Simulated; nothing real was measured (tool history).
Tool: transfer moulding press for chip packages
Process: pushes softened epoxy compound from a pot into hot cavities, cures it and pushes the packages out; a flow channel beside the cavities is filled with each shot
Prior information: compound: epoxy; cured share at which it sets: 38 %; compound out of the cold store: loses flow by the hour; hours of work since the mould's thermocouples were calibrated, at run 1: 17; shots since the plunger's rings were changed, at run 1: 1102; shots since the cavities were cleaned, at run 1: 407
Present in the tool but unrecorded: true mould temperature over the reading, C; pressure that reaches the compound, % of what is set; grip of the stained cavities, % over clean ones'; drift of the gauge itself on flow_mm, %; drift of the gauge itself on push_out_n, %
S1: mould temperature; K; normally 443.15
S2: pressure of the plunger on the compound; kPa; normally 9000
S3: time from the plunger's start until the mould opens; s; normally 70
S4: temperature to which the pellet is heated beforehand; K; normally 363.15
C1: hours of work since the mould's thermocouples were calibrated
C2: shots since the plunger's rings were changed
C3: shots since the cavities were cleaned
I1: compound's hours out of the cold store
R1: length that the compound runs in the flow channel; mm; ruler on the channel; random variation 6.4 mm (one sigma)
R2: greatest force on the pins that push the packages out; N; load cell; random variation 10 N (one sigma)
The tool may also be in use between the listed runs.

| run | hour | S1 | S2 | S3 | S4 | C1 | C2 | C3 | I1 | R1 | R2 |
|---|---|---|---|---|---|---|---|---|---|---|---|
| 1 | 0.0 | 443.15 | 9000 | 70 | 363.15 | 17 | 1102 | 407 | 24.0 | 982 | 564 |
|  | 30.8 | cavities cleaned with cleaning compound and waxed |
| 2 | 32.3 | 443.15 | 9000 | 70 | 363.15 | 39 | 1652 | 27 | 34.9 | 933 | 469 |
| 3 | 74.5 | 443.15 | 9000 | 70 | 363.15 | 70 | 2405 | 780 | 18.2 | 985 | 674 |
|  | 88.7 | cavities cleaned with cleaning compound and waxed |
| 4 | 119.5 | 443.15 | 9760 | 70 | 363.15 | 102 | 3181 | 550 | 18.5 | 1014 | 645 |
|  | 145.9 | cavities cleaned with cleaning compound and waxed |
| 5 | 187.0 | 443.15 | 9760 | 70 | 363.15 | 150 | 4359 | 734 | 8.3 | 1038 | 638 |
|  | 202.0 | cavities cleaned with cleaning compound and waxed |
|  | 260.1 | cavities cleaned with cleaning compound and waxed |
| 6 | 260.1 | 443.15 | 9760 | 70 | 363.15 | 201 | 5610 | 0 | 33.9 | 924 | 455 |
|  | 316.7 | cavities cleaned with cleaning compound and waxed |
| 7 | 317.7 | 443.15 | 9760 | 70 | 363.15 | 242 | 6610 | 17 | 22.4 | 956 | 463 |
|  | 329.6 | plunger's sealing rings changed |
|  | 376.3 | cavities cleaned with cleaning compound and waxed |
| 8 | 380.2 | 443.15 | 9000 | 70 | 363.15 | 285 | 876 | 71 | 30.0 | 961 | 483 |
|  | 430.7 | cavities cleaned with cleaning compound and waxed |
| 9 | 450.7 | 437.15 | 9000 | 70 | 363.15 | 335 | 2107 | 357 | 45.1 | 906 | 707 |
|  | 486.9 | cavities cleaned with cleaning compound and waxed |
| 10 | 513.6 | 437.15 | 9000 | 70 | 363.15 | 380 | 3202 | 476 | 29.2 | 944 | 774 |
|  | 541.5 | cavities cleaned with cleaning compound and waxed |
| 11 | 586.5 | 437.15 | 9000 | 70 | 363.15 | 432 | 4477 | 804 | 38.7 | 902 | 843 |
|  | 596.9 | cavities cleaned with cleaning compound and waxed |
|  | 652.6 | mould's thermocouples calibrated |
|  | 654.1 | cavities cleaned with cleaning compound and waxed |
| 12 | 655.5 | 437.15 | 9000 | 70 | 363.15 | 1 | 5619 | 26 | 35.1 | 892 | 611 |
| 13 | 702.6 | 443.15 | 9000 | 78 | 363.15 | 35 | 6459 | 866 | 28.4 | 903 | 634 |
|  | 708.5 | cavities cleaned with cleaning compound and waxed |
|  | 725.0 | plunger's sealing rings changed |
| 14 | 751.2 | 443.15 | 7350 | 64 | 363.15 | 68 | 467 | 718 | 45.0 | 821 | 711 |
|  | 766.7 | cavities cleaned with cleaning compound and waxed |
| 15 | 803.8 | 451.15 | 7760 | 70 | 363.15 | 105 | 1379 | 661 | 37.4 | 845 | 566 |
|  | 822.5 | cavities cleaned with cleaning compound and waxed |
| 16 | 866.9 | 439.15 | 8710 | 102 | 363.15 | 150 | 2478 | 792 | 28.0 | 938 | 609 |
|  | 878.5 | cavities cleaned with cleaning compound and waxed |
| 17 | 928.6 | 439.15 | 8710 | 102 | 363.15 | 194 | 3552 | 894 | 16.7 | 981 | 609 |
|  | 934.7 | cavities cleaned with cleaning compound and waxed |
|  | 989.6 | cavities cleaned with cleaning compound and waxed |
| 18 | 997.0 | 439.15 | 7490 | 102 | 363.15 | 242 | 4720 | 133 | 47.7 | 796 | 464 |
| 19 | 1026.4 | 439.15 | 7490 | 102 | 363.15 | 263 | 5243 | 656 | 45.9 | 785 | 576 |
|  | 1045.6 | cavities cleaned with cleaning compound and waxed |
| 20 | 1064.8 | 439.15 | 7490 | 102 | 363.15 | 290 | 5902 | 343 | 9.4 | 896 | 504 |
|  | 1101.8 | cavities cleaned with cleaning compound and waxed |
|  | 1116.4 | plunger's sealing rings changed |
| 21 | 1130.1 | 439.15 | 7490 | 102 | 363.15 | 335 | 243 | 461 | 19.5 | 912 | 540 |
|  | 1159.9 | cavities cleaned with cleaning compound and waxed |
| 22 | 1196.0 | 437.15 | 6860 | 70 | 363.15 | 382 | 1393 | 644 | 37.1 | 826 | 840 |
|  | 1216.5 | cavities cleaned with cleaning compound and waxed |
| 23 | 1242.8 | 447.15 | 6860 | 70 | 363.15 | 415 | 2201 | 470 | 28.0 | 818 | 544 |
|  | 1271.7 | cavities cleaned with cleaning compound and waxed |
| 24 | 1302.5 | 445.15 | 9000 | 70 | 363.15 | 457 | 3239 | 549 | 30.2 | 927 | 616 |
|  | 1330.7 | mould's thermocouples calibrated |
|  | 1332.2 | cavities cleaned with cleaning compound and waxed |
| 25 | 1366.5 | 446.15 | 9360 | 95 | 357.15 | 25 | 4319 | 612 | 35.6 | 904 | 541 |
|  | 1390.3 | cavities cleaned with cleaning compound and waxed |
| 26 | 1436.3 | 446.15 | 9360 | 95 | 357.15 | 75 | 5538 | 822 | 34.0 | 902 | 587 |

4 ways to go on from here, each from the tool as it stands after run 26. What would each give?
|  | 1444.2 | cavities cleaned with cleaning compound and waxed |
| A | 1472.5 | 436.15 | 9000 | 70 | 363.15 | 100 | 6157 | 504 | 47.2 | ? | ? |
|  | 1444.2 | cavities cleaned with cleaning compound and waxed |
| B | 1472.5 | 446.15 | 8350 | 95 | 357.15 | 100 | 6157 | 504 | 11.9 | ? | ? |
|  | 1444.2 | cavities cleaned with cleaning compound and waxed |
| C | 1472.5 | 445.15 | 9000 | 58 | 363.15 | 100 | 6157 | 504 | 11.8 | ? | ? |
|  | 1444.2 | cavities cleaned with cleaning compound and waxed |
| D | 1472.5 | 446.15 | 9360 | 84 | 357.15 | 100 | 6157 | 504 | 25.0 | ? | ? |

| run | R1 | R2 |
|---|---|---|
| A | 844 | 781 |
| B | 911 | 536 |
| C | 944 | 687 |
| D | 933 | 536 |
Stripped of hidden state, with their random variation kept, the same runs would have yielded:
| run | R1 | R2 |
|---|---|---|
| A | 912 | 590 |
| B | 985 | 408 |
| C | 1021 | 520 |
| D | 1008 | 409 |
